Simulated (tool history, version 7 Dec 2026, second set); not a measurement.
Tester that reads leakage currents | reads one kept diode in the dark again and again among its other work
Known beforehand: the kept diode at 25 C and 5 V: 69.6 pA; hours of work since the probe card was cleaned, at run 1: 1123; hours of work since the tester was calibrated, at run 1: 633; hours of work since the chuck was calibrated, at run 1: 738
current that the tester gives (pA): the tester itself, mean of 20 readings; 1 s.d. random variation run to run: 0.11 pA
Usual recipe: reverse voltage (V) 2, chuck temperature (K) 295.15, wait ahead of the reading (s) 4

run,hour,reverse voltage (V),chuck temperature (K),wait ahead of the reading (s),hours of work since the probe card was cleaned,hours of work since the tester was calibrated,hours of work since the chuck was calibrated,current that the tester gives (pA)
1,0,2,295.15,4,1123,633,738,32.61
2,42,2,303.15,4,1154,664,770,65.3
3,121.7,2,303.15,4,1214,724,830,65.3
4,185.6,2,303.15,4,1262,772,877,65.48
5,248.1,2,303.15,4,1309,819,924,65.67
6,299.6,6.97,323.15,1.09,1348,857,963,676.1
7,365.2,5.7,295.15,0.99,1397,907,1012,64.3
8,405.7,5.7,295.15,0.99,1427,937,1043,63.96
9,447.3,2.06,294.15,0.99,1458,968,1074,31.54
10,502.2,2,295.15,0.3,1500,1009,1115,34.46

4 options for the next run, each taken on its own from the tool as it stands now. Forecast them:
A,564.9,13.51,328.15,0.46,1547,1056,1162,?
B,564.9,2,295.15,6.62,1547,1056,1162,?
C,564.9,3.89,295.15,1.35,1547,1056,1162,?
D,564.9,1.32,295.15,6.81,1547,1056,1162,?

run,current that the tester gives (pA)
A,1456.92
B,33.85
C,50.86
D,26.26
Without the tool's hidden state the same runs would have given:
run,current that the tester gives (pA)
A,1427.59
B,31.28
C,46.11
D,24.52
